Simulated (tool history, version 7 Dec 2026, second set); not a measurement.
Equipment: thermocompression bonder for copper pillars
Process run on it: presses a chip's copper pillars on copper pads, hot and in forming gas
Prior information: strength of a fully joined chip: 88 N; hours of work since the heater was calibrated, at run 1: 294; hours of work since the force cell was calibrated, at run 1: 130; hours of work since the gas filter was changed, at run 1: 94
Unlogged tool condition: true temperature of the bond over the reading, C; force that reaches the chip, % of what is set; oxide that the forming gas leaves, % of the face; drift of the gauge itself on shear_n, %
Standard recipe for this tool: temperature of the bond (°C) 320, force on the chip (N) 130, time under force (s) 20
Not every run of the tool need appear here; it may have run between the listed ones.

run    hour  temperature of the bond (°C)  force on the chip (N)  time under force (s)  hours of work since the heater was calibrated  hours of work since the force cell was calibrated  hours of work since the gas filter was changed  force that shears a chip off (N)
  1     0.0                           320                    130                    20                                            294                                                130                                              94                              40.9
  2    38.9                           320                    130                    20                                            311                                                147                                             110                              40.6
       55.8  -- forming gas filter changed
  3    85.1                           320                    130                    19                                            330                                                166                                              12                              42.7
  4   108.8                           320                    130                    22                                            340                                                177                                              23                              45.1
  5   145.6                           320                    130                    54                                            356                                                192                                              38                              58.4
  6   182.7                           320                    130                    55                                            372                                                208                                              54                              57.7
  7   227.9                           320                    130                    20                                            391                                                227                                              73                              41.4
  8   258.1                           320                    130                    20                                            404                                                240                                              86                              40.3
  9   303.9                           320                    130                    20                                            423                                                260                                             106                              40.7
      329.7  -- forming gas filter changed
 10   331.8                           350                    130                    20                                            435                                                271                                               1                              55.6
 11   370.9                           350                    130                    20                                            452                                                288                                              18                              54.8
 12   408.9                           320                    123                    20                                            468                                                304                                              34                              40.6
 13   435.5                           300                    130                    20                                            479                                                316                                              45                              35.2
 14   460.1                           300                    130                    20                                            490                                                326                                              56                              34.2
 15   484.2                           300                    130                    20                                            500                                                336                                              66                              33.9
 16   530.0                           300                    130                    20                                            519                                                356                                              85                              33.3
 17   574.6                           300                    130                    20                                            538                                                375                                             104                              33.0
      604.4  -- forming gas filter changed
 18   608.9                           300                    130                    20                                            553                                                389                                               2                              35.8
 19   632.8                           300                    177                    20                                            563                                                399                                              12                              49.2
 20   666.7                           300                    177                    20                                            577                                                414                                              27                              48.5
 21   704.5                           300                     82                    20                                            594                                                430                                              43                              20.0
 22   747.8                           300                     82                    20                                            612                                                448                                              61                              19.8
 23   792.5                           297                    130                    20                                            631                                                467                                              80                              33.6
 24   836.0                           320                    130                    52                                            650                                                486                                              99                              54.8
 25   876.7                           337                    101                    20                                            667                                                503                                             116                              36.1
      880.0  -- forming gas filter changed
 26   902.0                           320                     83                    20                                            678                                                514                                               9                              27.1
 27   934.8                           320                     82                    20                                            691                                                528                                              23                              25.7
 28   967.6                           316                     90                    44                                            705                                                542                                              37                              37.2
 29   999.9                           316                     90                    44                                            719                                                556                                              51                              36.5
 30  1038.5                           316                     90                    44                                            736                                                572                                              68                              36.2
 31  1084.5                           316                     90                    44                                            755                                                592                                              87                              35.3
 32  1121.4                           305                    100                    44                                            771                                                607                                             103                              35.6
     1155.1  -- forming gas filter changed
 33  1155.1                           305                    100                    44                                            785                                                622                                               0                              38.0
 34  1199.3                           345                    142                    14                                            804                                                640                                              19                              52.0
 35  1242.1                           320                    190                    20                                            822                                                659                                              37                              59.9
 36  1285.2                           329                     92                    18                                            841                                                677                                              55                              30.6
 37  1308.9                           296                     94                    20                                            851                                                687                                              66                              22.6
 38  1352.6                           296                     94                    20                                            869                                                706                                              84                              22.1
 39  1393.0                           332                     89                    10                                            887                                                723                                             101                              23.4
 40  1424.2                           332                     89                    50                                            900                                                736                                             115                              41.8
     1430.4  -- forming gas filter changed
 41  1450.9                           298                    114                    43                                            911                                                747                                               9                              41.0

Each row is a separate what-if for the run after 41, all from the same tool condition, not one after another. Results?
  A  1478.9                           321                    130                    20                                            923                                                759                                              21                                 ?
  B  1478.9                           342                    130                    20                                            923                                                759                                              21                                 ?
  C  1478.9                           292                    160                    37                                            923                                                759                                              21                                 ?

run  force that shears a chip off (N)
  A                              43.8
  B                              51.8
  C                              50.3
What these runs would have given with no unlogged condition in the tool:
run  force that shears a chip off (N)
  A                              44.8
  B                              53.1
  C                              51.3
